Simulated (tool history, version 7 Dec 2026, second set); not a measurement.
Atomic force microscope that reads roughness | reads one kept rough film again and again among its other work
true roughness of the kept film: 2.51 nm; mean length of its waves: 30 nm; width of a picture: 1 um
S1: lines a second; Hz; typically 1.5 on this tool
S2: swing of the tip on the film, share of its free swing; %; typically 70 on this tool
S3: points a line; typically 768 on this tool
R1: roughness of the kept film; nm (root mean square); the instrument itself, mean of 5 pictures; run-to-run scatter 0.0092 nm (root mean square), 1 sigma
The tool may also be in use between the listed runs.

run   hour    S1  S2   S3     R1
  1      0   1.5  70  768  1.939
  2   16.8   1.5  68  768  1.896
  3   33.6   1.5  70  768  1.822
  4   62.9   1.5  85  768   1.59
      70.5  -- new tip fitted
  5   79.9   1.5  85  768  1.858
  6   97.7   1.5  85  768  1.806
  7    112   1.5  70  768  1.923
  8  126.4   1.5  70  768  1.898
  9  153.4   1.5  70  768  1.817
 10    173   1.5  70  768  1.741
     181.5  -- new tip fitted
 11    201   1.5  70  768   2.02
 12  229.3   1.5  70  768  1.921
 13  251.5   1.5  70  768  1.846
 14  267.8   1.5  70  768  1.784
     292.5  -- new tip fitted
 15  297.4   1.5  70  768  2.063
 16  323.3   1.5  70  768  1.985
 17  338.4   1.5  70  768  1.919
 18  365.7   1.5  70  768  1.866
 19  393.2   1.5  70  768  1.782
     404.2  -- new tip fitted
 20  407.3   1.5  70  768  2.089
 21  425.5   1.5  80  559  1.898
 22    443   1.5  68  374  1.956
 23  461.2   1.5  60  564  1.957
 24  493.2   2.5  89  547  1.394
     517.1  -- new tip fitted
 25  518.9   2.5  77  547  1.856
 26  544.2   2.1  70  414  1.915
 27  567.1   2.1  70  414  1.852
 28  588.8  1.52  70  324  1.821
 29  611.6   1.5  81  613  1.673
 30  626.6   1.5  81  613  1.635
     629.1  -- new tip fitted
 31  658.3  0.55  57  591  2.138

Each row is a separate what-if for the run after 31, all from the same tool condition, not one after another. Results?
  A  684.5  0.55  81  930   ?
  B  684.5  0.85  60  480   ?
  C  684.5  0.99  62  356   ?

run     R1
  A  1.941
  B  1.988
  C  1.963
With no hidden state in the tool, these same runs would have given:
run     R1
  A  2.132
  B  2.184
  C  2.156

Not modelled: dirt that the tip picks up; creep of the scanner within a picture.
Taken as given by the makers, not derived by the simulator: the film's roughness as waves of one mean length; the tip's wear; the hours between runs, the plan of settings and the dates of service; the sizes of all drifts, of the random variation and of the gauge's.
